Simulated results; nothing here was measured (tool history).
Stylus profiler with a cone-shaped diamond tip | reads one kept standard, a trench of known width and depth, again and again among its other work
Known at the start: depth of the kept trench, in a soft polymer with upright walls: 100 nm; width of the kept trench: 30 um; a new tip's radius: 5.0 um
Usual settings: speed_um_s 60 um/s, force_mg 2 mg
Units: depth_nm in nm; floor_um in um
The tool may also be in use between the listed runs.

| run | day | speed_um_s | force_mg | depth_nm | floor_um |
|---|---|---|---|---|---|
| 1 | 0 | 60 | 2 | 100.27 | 27.69 |
| 2 | 1.379 | 60 | 2 | 100.19 | 27.66 |
| 3 | 2.962 | 60 | 3.75 | 100.5 | 27.64 |
| 4 | 4.412 | 60 | 2 | 100.19 | 27.64 |
| 5 | 5.288 | 60 | 4.74 | 100.56 | 27.72 |
| 6 | 6.325 | 60 | 4.58 | 100.56 | 27.69 |
| 7 | 7.888 | 60 | 4.58 | 100.59 | 27.73 |
| 8 | 9.192 | 60 | 4.58 | 100.57 | 27.64 |
|  | 9.308 | height scale calibrated on a step standard |
| 9 | 10.283 | 60 | 4.58 | 100.33 | 27.66 |
| 10 | 12.117 | 233 | 0.86 | 99.81 | 27 |
| 11 | 13.475 | 233 | 0.86 | 99.74 | 27.01 |
| 12 | 14.904 | 94 | 0.7 | 99.74 | 27.37 |
| 13 | 16.446 | 94 | 0.7 | 99.75 | 27.42 |

Forecast each of these 5 alternatives for the next run:
| A | 18.017 | 34 | 0.8 | ? | ? |
| B | 18.017 | 31 | 0.77 | ? | ? |
| C | 18.017 | 66 | 0.98 | ? | ? |
| D | 18.017 | 16 | 2.14 | ? | ? |
| E | 18.017 | 96 | 0.7 | ? | ? |

| run | depth_nm | floor_um |
|---|---|---|
| A | 99.77 | 27.62 |
| B | 99.77 | 27.68 |
| C | 99.74 | 27.56 |
| D | 99.94 | 27.74 |
| E | 99.77 | 27.37 |
Without the tool's hidden state the same runs would have given:
| run | depth_nm | floor_um |
|---|---|---|
| A | 100.29 | 27.89 |
| B | 100.29 | 27.94 |
| C | 100.27 | 27.82 |
| D | 100.47 | 28.01 |
| E | 100.29 | 27.64 |
